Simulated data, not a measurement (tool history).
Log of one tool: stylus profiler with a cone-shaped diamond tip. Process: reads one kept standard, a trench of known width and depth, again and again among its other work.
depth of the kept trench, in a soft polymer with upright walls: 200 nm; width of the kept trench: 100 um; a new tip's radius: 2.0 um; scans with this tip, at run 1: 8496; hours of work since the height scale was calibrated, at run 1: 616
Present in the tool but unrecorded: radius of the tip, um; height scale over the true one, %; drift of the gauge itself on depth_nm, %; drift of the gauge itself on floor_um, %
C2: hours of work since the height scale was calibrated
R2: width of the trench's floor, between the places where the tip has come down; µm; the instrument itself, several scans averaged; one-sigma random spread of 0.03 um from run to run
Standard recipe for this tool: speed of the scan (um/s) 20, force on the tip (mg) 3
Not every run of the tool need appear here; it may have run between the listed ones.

Run 1, hour 0: usual settings; scans with this tip 8496; C2 616. Result: depth of the trench (nm) 203.37, R2 97.28 µm.
Run 2, hour 13.2: usual settings but force on the tip (mg) 2.95; scans with this tip 8574; C2 622. Result: depth of the trench (nm) 203.37, R2 97.25 µm.
Run 3, hour 28.9: usual settings but force on the tip (mg) 2.95; scans with this tip 8666; C2 628. Result: depth of the trench (nm) 203.37, R2 97.26 µm.
Run 4, hour 48.6: usual settings but force on the tip (mg) 2.95; scans with this tip 8781; C2 637. Result: depth of the trench (nm) 203.37, R2 97.25 µm.
Run 5, hour 62.4: usual settings but force on the tip (mg) 2.95; scans with this tip 8862; C2 643. Result: depth of the trench (nm) 203.38, R2 97.27 µm.
Run 6, hour 77.5: usual settings but force on the tip (mg) 2.95; scans with this tip 8951; C2 649. Result: depth of the trench (nm) 203.36, R2 97.2 µm.
Run 7, hour 95.5: usual settings but force on the tip (mg) 2.95; scans with this tip 9056; C2 657. Result: depth of the trench (nm) 203.39, R2 97.17 µm.
Run 8, hour 105.2: usual settings; scans with this tip 9113; C2 661. Result: depth of the trench (nm) 203.42, R2 97.23 µm.
At hour 106.8: height scale calibrated on a step standard.
Run 9, hour 118.8: usual settings but speed of the scan (um/s) 32, force on the tip (mg) 7.24; scans with this tip 9190; C2 5. Result: depth of the trench (nm) 206.09, R2 97.24 µm.
Run 10, hour 127.3: usual settings but speed of the scan (um/s) 48, force on the tip (mg) 7.42; scans with this tip 9239; C2 9. Result: depth of the trench (nm) 206.2, R2 97.19 µm.
Run 11, hour 139.3: usual settings but speed of the scan (um/s) 48, force on the tip (mg) 7.42; scans with this tip 9310; C2 14. Result: depth of the trench (nm) 206.21, R2 97.18 µm.
Run 12, hour 147.8: usual settings but speed of the scan (um/s) 61, force on the tip (mg) 3.23; scans with this tip 9360; C2 17. Result: depth of the trench (nm) 203.69, R2 97.05 µm.
At hour 152.2: height scale calibrated on a step standard, once more.
Run 13, hour 164.5: usual settings but speed of the scan (um/s) 29, force on the tip (mg) 1.57; scans with this tip 9454; C2 5. Result: depth of the trench (nm) 202.15, R2 97.08 µm.
Run 14, hour 181.7: usual settings but speed of the scan (um/s) 12, force on the tip (mg) 3.22; scans with this tip 9555; C2 13. Result: depth of the trench (nm) 203.4, R2 97.21 µm.
Run 15, hour 197.7: usual settings but speed of the scan (um/s) 29, force on the tip (mg) 5.66; scans with this tip 9649; C2 19. Result: depth of the trench (nm) 204.98, R2 97.14 µm.
Run 16, hour 213.1: usual settings but speed of the scan (um/s) 7, force on the tip (mg) 1.24; scans with this tip 9740; C2 26. Result: depth of the trench (nm) 201.88, R2 97.22 µm.

Branching from run 16: 5 alternative next runs. What would each branch give?
Run A, hour 228.1: usual settings but speed of the scan (um/s) 10; scans with this tip 9827; C2 32. Result: depth of the trench (nm) ?, R2 ?.
Run B, hour 228.1: usual settings but speed of the scan (um/s) 34, force on the tip (mg) 1.24; scans with this tip 9827; C2 32. Result: depth of the trench (nm) ?, R2 ?.
Run C, hour 228.1: usual settings but speed of the scan (um/s) 16, force on the tip (mg) 1.24; scans with this tip 9827; C2 32. Result: depth of the trench (nm) ?, R2 ?.
Run D, hour 228.1: usual settings but speed of the scan (um/s) 9; scans with this tip 9827; C2 32. Result: depth of the trench (nm) ?, R2 ?.
Run E, hour 228.1: usual settings but speed of the scan (um/s) 7, force on the tip (mg) 4.27; scans with this tip 9827; C2 32. Result: depth of the trench (nm) ?, R2 ?.

run  depth of the trench (nm)     R2
  A                    203.28  97.24
  B                    201.86  97.07
  C                    201.88  97.13
  D                    203.28  97.19
  E                    204.14  97.23
With the hidden condition removed and each run's random variation left untouched, the same runs would have given:
run  depth of the trench (nm)     R2
  A                    203.19  98.25
  B                    201.77  98.09
  C                    201.79  98.15
  D                    203.19  98.21
  E                    204.05  98.25

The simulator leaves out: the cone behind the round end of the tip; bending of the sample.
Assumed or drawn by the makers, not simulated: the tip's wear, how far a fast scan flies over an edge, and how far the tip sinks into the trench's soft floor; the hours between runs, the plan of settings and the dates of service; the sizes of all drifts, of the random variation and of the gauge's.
